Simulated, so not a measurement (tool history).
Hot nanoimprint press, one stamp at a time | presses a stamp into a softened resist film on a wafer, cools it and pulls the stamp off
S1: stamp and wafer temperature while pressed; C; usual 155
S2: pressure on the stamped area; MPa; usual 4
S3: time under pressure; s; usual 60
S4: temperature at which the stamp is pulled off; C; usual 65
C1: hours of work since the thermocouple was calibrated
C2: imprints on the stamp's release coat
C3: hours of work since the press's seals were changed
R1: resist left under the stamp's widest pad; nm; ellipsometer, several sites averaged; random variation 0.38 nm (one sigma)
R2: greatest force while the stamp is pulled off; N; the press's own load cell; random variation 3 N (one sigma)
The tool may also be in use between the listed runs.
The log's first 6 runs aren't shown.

{"run": 7, "hour": 133.9, "S1": 155, "S2": 4, "S3": 60, "S4": 67, "C1": 13, "C2": 1279, "C3": 184, "R1": 130.7, "R2": 219}
{"run": 8, "hour": 156.2, "S1": 155, "S2": 2.82, "S3": 60, "S4": 67, "C1": 23, "C2": 1343, "C3": 194, "R1": 152.8, "R2": 209}
{"run": 9, "hour": 186.0, "S1": 155, "S2": 4, "S3": 60, "S4": 65, "C1": 36, "C2": 1428, "C3": 208, "R1": 130.6, "R2": 224}
{"run": 10, "hour": 202.1, "S1": 155, "S2": 2.92, "S3": 60, "S4": 65, "C1": 43, "C2": 1474, "C3": 215, "R1": 150.1, "R2": 237}
{"run": 11, "hour": 225.2, "S1": 155, "S2": 2.92, "S3": 60, "S4": 65, "C1": 54, "C2": 1539, "C3": 225, "R1": 149.8, "R2": 237}
{"run": 12, "hour": 245.3, "S1": 155, "S2": 4, "S3": 60, "S4": 65, "C1": 63, "C2": 1597, "C3": 235, "R1": 132, "R2": 251}
{"run": 13, "hour": 272.5, "S1": 155, "S2": 4, "S3": 60, "S4": 65, "C1": 75, "C2": 1674, "C3": 247, "R1": 131.4, "R2": 249}
{"run": 14, "hour": 286.3, "S1": 155, "S2": 4, "S3": 60, "S4": 60, "C1": 82, "C2": 1713, "C3": 253, "R1": 131.6, "R2": 262}
{"run": 15, "hour": 299.9, "S1": 155, "S2": 4, "S3": 60, "S4": 60, "C1": 88, "C2": 1752, "C3": 259, "R1": 131.9, "R2": 267}
{"run": 16, "hour": 323.6, "S1": 155, "S2": 4, "S3": 60, "S4": 66, "C1": 98, "C2": 1820, "C3": 270, "R1": 131.8, "R2": 256}
{"run": 17, "hour": 354.1, "S1": 163, "S2": 3.08, "S3": 93, "S4": 67, "C1": 112, "C2": 1907, "C3": 284, "R1": 70.6, "R2": 254}
{"run": 18, "hour": 383.0, "S1": 166, "S2": 3.48, "S3": 67, "S4": 67, "C1": 125, "C2": 1989, "C3": 297, "R1": 63.7, "R2": 261}
{"hour": 397.5, "done": "stamp cleaned and given a new release coat"}
{"run": 19, "hour": 403.9, "S1": 144, "S2": 6.03, "S3": 37, "S4": 68, "C1": 132, "C2": 18, "C3": 304, "R1": 263.6, "R2": 143}
{"run": 20, "hour": 418.4, "S1": 144, "S2": 6.03, "S3": 37, "S4": 68, "C1": 139, "C2": 60, "C3": 310, "R1": 264.7, "R2": 141}
{"run": 21, "hour": 438.5, "S1": 147, "S2": 4, "S3": 60, "S4": 69, "C1": 148, "C2": 117, "C3": 319, "R1": 224.8, "R2": 144}

Forecast run 22:
{"run": 22, "hour": 460.8, "S1": 147, "S2": 4, "S3": 60, "S4": 69, "C1": 158, "C2": 181, "C3": 329, "R1": "?", "R2": "?"}

R1: 224.5 nm
R2: 140 N
Without the tool's hidden state the same run would have given R1 220.9 nm, R2 130 N.

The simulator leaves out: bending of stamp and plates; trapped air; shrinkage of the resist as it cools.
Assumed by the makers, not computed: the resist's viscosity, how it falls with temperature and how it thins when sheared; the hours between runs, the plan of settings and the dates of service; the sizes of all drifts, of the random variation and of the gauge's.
